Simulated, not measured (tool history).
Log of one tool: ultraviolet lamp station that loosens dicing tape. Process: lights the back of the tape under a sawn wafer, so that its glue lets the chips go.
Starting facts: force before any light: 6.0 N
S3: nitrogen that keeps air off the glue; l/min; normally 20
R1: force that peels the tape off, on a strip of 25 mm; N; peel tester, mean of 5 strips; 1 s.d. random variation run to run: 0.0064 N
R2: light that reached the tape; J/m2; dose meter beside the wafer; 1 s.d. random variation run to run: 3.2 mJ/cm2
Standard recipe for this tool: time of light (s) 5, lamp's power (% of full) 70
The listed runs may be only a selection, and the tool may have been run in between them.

{"run": 1, "hour": 0.0, "time of light (s)": 5, "lamp's power (% of full)": 70, "S3": 20, "R1": 0.192, "R2": 4880}
{"run": 2, "hour": 41.2, "time of light (s)": 9, "lamp's power (% of full)": 70, "S3": 20, "R1": 0.07, "R2": 8830}
{"run": 3, "hour": 92.3, "time of light (s)": 5, "lamp's power (% of full)": 70, "S3": 7, "R1": 0.568, "R2": 4890}
{"run": 4, "hour": 141.6, "time of light (s)": 3, "lamp's power (% of full)": 70, "S3": 20, "R1": 0.661, "R2": 2910}
{"run": 5, "hour": 213.7, "time of light (s)": 5, "lamp's power (% of full)": 70, "S3": 20, "R1": 0.195, "R2": 4900}
{"run": 6, "hour": 286.3, "time of light (s)": 5, "lamp's power (% of full)": 70, "S3": 20, "R1": 0.186, "R2": 4880}
{"hour": 339.8, "done": "window cleaned of glue's vapour"}
{"run": 7, "hour": 349.8, "time of light (s)": 5, "lamp's power (% of full)": 70, "S3": 20, "R1": 0.199, "R2": 4890}
{"run": 8, "hour": 412.9, "time of light (s)": 9, "lamp's power (% of full)": 70, "S3": 37, "R1": 0.07, "R2": 8700}
{"run": 9, "hour": 499.4, "time of light (s)": 9, "lamp's power (% of full)": 70, "S3": 37, "R1": 0.078, "R2": 8780}
{"run": 10, "hour": 558.5, "time of light (s)": 9, "lamp's power (% of full)": 70, "S3": 37, "R1": 0.078, "R2": 8800}
{"run": 11, "hour": 654.1, "time of light (s)": 5, "lamp's power (% of full)": 70, "S3": 24, "R1": 0.171, "R2": 4860}
{"hour": 730.6, "done": "window cleaned of glue's vapour"}
{"run": 12, "hour": 741.0, "time of light (s)": 5, "lamp's power (% of full)": 70, "S3": 24, "R1": 0.175, "R2": 4910}
{"run": 13, "hour": 782.2, "time of light (s)": 5, "lamp's power (% of full)": 70, "S3": 24, "R1": 0.178, "R2": 4840}
{"run": 14, "hour": 826.7, "time of light (s)": 5, "lamp's power (% of full)": 70, "S3": 24, "R1": 0.176, "R2": 4890}

Below are 4 alternative next runs, each starting from the tool's condition after run 14. Predict each:
{"run": "A", "hour": 877.7, "time of light (s)": 7, "lamp's power (% of full)": 70, "S3": 24, "R1": "?", "R2": "?"}
{"run": "B", "hour": 877.7, "time of light (s)": 2, "lamp's power (% of full)": 88, "S3": 14, "R1": "?", "R2": "?"}
{"run": "C", "hour": 877.7, "time of light (s)": 5, "lamp's power (% of full)": 62, "S3": 37, "R1": "?", "R2": "?"}
{"run": "D", "hour": 877.7, "time of light (s)": 4, "lamp's power (% of full)": 62, "S3": 7, "R1": "?", "R2": "?"}

run=A R1=0.091 R2=6870
run=B R1=1.193 R2=2400
run=C R1=0.159 R2=4340
run=D R1=1.033 R2=3440
With no hidden state in the tool, these same runs would have given:
run=A R1=0.09 R2=6890
run=B R1=1.188 R2=2410
run=C R1=0.158 R2=4360
run=D R1=1.028 R2=3450

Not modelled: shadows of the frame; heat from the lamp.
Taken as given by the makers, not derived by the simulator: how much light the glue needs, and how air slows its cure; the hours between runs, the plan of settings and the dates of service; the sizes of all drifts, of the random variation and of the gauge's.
